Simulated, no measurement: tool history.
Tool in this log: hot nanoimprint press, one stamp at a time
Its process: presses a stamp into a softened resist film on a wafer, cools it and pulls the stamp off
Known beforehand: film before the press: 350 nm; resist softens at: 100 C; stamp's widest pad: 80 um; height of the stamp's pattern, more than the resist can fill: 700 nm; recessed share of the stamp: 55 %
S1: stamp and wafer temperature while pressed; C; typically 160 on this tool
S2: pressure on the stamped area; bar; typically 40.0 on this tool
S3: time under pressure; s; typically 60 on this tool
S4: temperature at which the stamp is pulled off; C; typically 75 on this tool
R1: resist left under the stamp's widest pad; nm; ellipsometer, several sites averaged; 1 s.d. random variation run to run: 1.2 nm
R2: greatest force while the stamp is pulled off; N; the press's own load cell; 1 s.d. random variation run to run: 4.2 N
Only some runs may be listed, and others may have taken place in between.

run 1 hour=0.0 | S1=160 S2=40.0 S3=60 S4=75 | R1=187.1 R2=211
run 2 hour=12.1 | S1=160 S2=40.0 S3=32 S4=75 | R1=225.5 R2=233
run 3 hour=24.4 | S1=160 S2=40.0 S3=32 S4=75 | R1=231.4 R2=229
run 4 hour=36.2 | S1=158 S2=40.0 S3=60 S4=75 | R1=210.0 R2=232
run 5 hour=46.1 | S1=160 S2=40.0 S3=60 S4=75 | R1=186.1 R2=227
run 6 hour=54.1 | S1=160 S2=40.0 S3=60 S4=75 | R1=185.2 R2=231
run 7 hour=65.2 | S1=153 S2=40.0 S3=60 S4=75 | R1=261.5 R2=233
run 8 hour=76.2 | S1=153 S2=40.0 S3=60 S4=75 | R1=264.1 R2=232
run 9 hour=87.1 | S1=153 S2=40.0 S3=60 S4=75 | R1=265.4 R2=229
run 10 hour=98.8 | S1=153 S2=40.0 S3=60 S4=75 | R1=263.5 R2=228
run 11 hour=106.6 | S1=153 S2=40.0 S3=60 S4=75 | R1=264.6 R2=235
run 12 hour=116.9 | S1=160 S2=24.5 S3=60 S4=75 | R1=224.7 R2=236
run 13 hour=124.4 | S1=160 S2=24.5 S3=60 S4=75 | R1=221.4 R2=236
run 14 hour=135.6 | S1=160 S2=24.5 S3=76 S4=64 | R1=206.2 R2=280
run 15 hour=148.1 | S1=160 S2=60.2 S3=31 S4=68 | R1=205.8 R2=254
run 16 hour=160.8 | S1=167 S2=49.6 S3=115 S4=77 | R1=83.8 R2=232
run 17 hour=171.2 | S1=157 S2=40.0 S3=60 S4=77 | R1=222.9 R2=228
run 18 hour=179.5 | S1=157 S2=40.0 S3=60 S4=77 | R1=222.1 R2=238
run 19 hour=186.8 | S1=160 S2=40.0 S3=72 S4=75 | R1=177.3 R2=246
run 20 hour=196.1 | S1=163 S2=32.9 S3=44 S4=82 | R1=192.0 R2=219
run 21 hour=209.1 | S1=157 S2=62.8 S3=36 S4=62 | R1=226.2 R2=288
run 22 hour=219.2 | S1=156 S2=62.8 S3=35 S4=62 | R1=237.9 R2=289
run 23 hour=228.9 | S1=156 S2=62.8 S3=35 S4=62 | R1=239.1 R2=300
run 24 hour=234.5 | S1=156 S2=62.8 S3=38 S4=75 | R1=232.7 R2=238
run 25 hour=241.1 | S1=156 S2=62.8 S3=38 S4=75 | R1=233.2 R2=249

Branching from run 25: 4 alternative next runs. What would each branch give?
run A hour=248.5 | S1=155 S2=62.8 S3=38 S4=65 | R1=? R2=?
run B hour=248.5 | S1=160 S2=40.0 S3=60 S4=61 | R1=? R2=?
run C hour=248.5 | S1=160 S2=26.7 S3=60 S4=71 | R1=? R2=?
run D hour=248.5 | S1=160 S2=40.0 S3=31 S4=75 | R1=? R2=?

run=A R1=245.7 R2=273
run=B R1=190.5 R2=296
run=C R1=217.3 R2=261
run=D R1=233.3 R2=249
Without the tool's unlogged condition, the same runs would have read:
run=A R1=233.8 R2=228
run=B R1=180.0 R2=247
run=C R1=207.3 R2=218
run=D R1=222.8 R2=207
